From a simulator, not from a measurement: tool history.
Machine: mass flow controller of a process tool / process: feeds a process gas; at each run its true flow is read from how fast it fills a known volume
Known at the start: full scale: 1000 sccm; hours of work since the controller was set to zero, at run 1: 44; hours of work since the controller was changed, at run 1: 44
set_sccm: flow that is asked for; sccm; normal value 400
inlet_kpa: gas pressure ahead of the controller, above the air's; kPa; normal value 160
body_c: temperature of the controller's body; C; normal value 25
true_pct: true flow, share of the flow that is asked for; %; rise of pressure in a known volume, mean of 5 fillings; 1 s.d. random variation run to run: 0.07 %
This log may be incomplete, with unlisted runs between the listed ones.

| run | hour | set_sccm | inlet_kpa | body_c | hours of work since the controller was set to zero | hours of work since the controller was changed | true_pct |
|---|---|---|---|---|---|---|---|
| 1 | 0 | 400 | 160 | 25 | 44 | 44 | 99.13 |
| 2 | 61.4 | 400 | 160 | 25 | 64 | 64 | 99.2 |
| 3 | 133.7 | 400 | 160 | 25 | 87 | 87 | 99.15 |
| 4 | 185.8 | 400 | 160 | 25 | 104 | 104 | 99.17 |
| 5 | 221.6 | 400 | 160 | 25 | 115 | 115 | 99.35 |
| 6 | 293.9 | 400 | 160 | 25 | 138 | 138 | 99.25 |
| 7 | 377.8 | 400 | 160 | 25 | 165 | 165 | 99.21 |
| 8 | 463.5 | 504 | 235 | 25 | 192 | 192 | 99.26 |
| 9 | 547 | 504 | 235 | 25 | 219 | 219 | 99.2 |
| 10 | 614.6 | 400 | 236 | 24 | 241 | 241 | 99.13 |
| 11 | 665.4 | 400 | 236 | 24 | 257 | 257 | 99.06 |
| 12 | 746.3 | 400 | 236 | 24 | 283 | 283 | 99.05 |
| 13 | 832.3 | 242 | 204 | 25 | 310 | 310 | 98.95 |
| 14 | 908.6 | 242 | 144 | 20 | 335 | 335 | 99.42 |

Branching from run 14: 4 alternative next runs. What would each branch give?
| A | 993.5 | 125 | 207 | 32 | 362 | 362 | ? |
| B | 993.5 | 242 | 167 | 20 | 362 | 362 | ? |
| C | 993.5 | 242 | 250 | 20 | 362 | 362 | ? |
| D | 993.5 | 242 | 250 | 20 | 362 | 362 | ? |

| run | true_pct |
|---|---|
| A | 98.6 |
| B | 99.33 |
| C | 99.22 |
| D | 99.09 |
With the hidden condition removed and each run's random variation left untouched, the same runs would have given:
| run | true_pct |
|---|---|
| A | 98.24 |
| B | 98.97 |
| C | 98.86 |
| D | 98.73 |
